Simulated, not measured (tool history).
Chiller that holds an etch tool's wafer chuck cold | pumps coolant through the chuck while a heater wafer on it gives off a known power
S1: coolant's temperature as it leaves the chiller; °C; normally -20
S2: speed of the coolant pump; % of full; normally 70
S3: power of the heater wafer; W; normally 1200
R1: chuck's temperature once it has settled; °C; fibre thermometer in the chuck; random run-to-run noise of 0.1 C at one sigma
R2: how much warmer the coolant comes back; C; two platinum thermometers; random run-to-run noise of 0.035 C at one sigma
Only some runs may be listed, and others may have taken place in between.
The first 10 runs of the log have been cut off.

run     day   S1  S2    S3     R1    R2
 11   9.525  -12  70  1092   -2.6  5.54
 12  10.771  -16  70  1200   -5.4  6.11
 13  11.875  -16  70  1307   -4.5  6.54
 14  12.962  -16  70  1307   -4.3  6.58
 15  14.075  -16  70  1307   -4.4  6.63
 16  15.388  -16  70  1307   -4.4  6.56
 17  15.971  -13  81  1514   -1.3  6.52
 18  17.267  -13  81  1514   -1.2  6.53
 19  18.275  -13  81  1514   -1.2  6.60
 20  19.033  -13  81  1514   -1.3  6.63
 21  19.862  -21  70  1257  -10.1  6.34
 22  20.738  -12  70   805   -5.0  4.10
 23  21.354  -18  70   805  -10.9  4.10
 24  22.379  -20  70   700  -13.6  3.51
 25  23.525  -26  80   944  -18.5  4.14
 26  24.908  -25  66   806  -17.6  4.32
 27  26.188  -25  66   806  -17.6  4.33
 28  26.867  -25  97  1307  -16.5  4.76
 29  28.108  -20  84  1200  -10.9  4.98
 30  29.192  -15  80  1200   -5.5  5.31
 31  30.242  -28  80   704  -22.6  3.08

Forecast each of these 3 alternatives for the next run:
  A  31.342  -22  82  1200   ?   ?
  B  31.342  -14  86   704   ?   ?
  C  31.342  -20  74  1200   ?   ?

run     R1    R2
  A  -12.7  5.14
  B   -8.8  2.88
  C  -10.0  5.75
Without the tool's hidden state the same runs would have given:
run     R1    R2
  A  -12.8  5.14
  B   -8.8  2.88
  C  -10.0  5.75
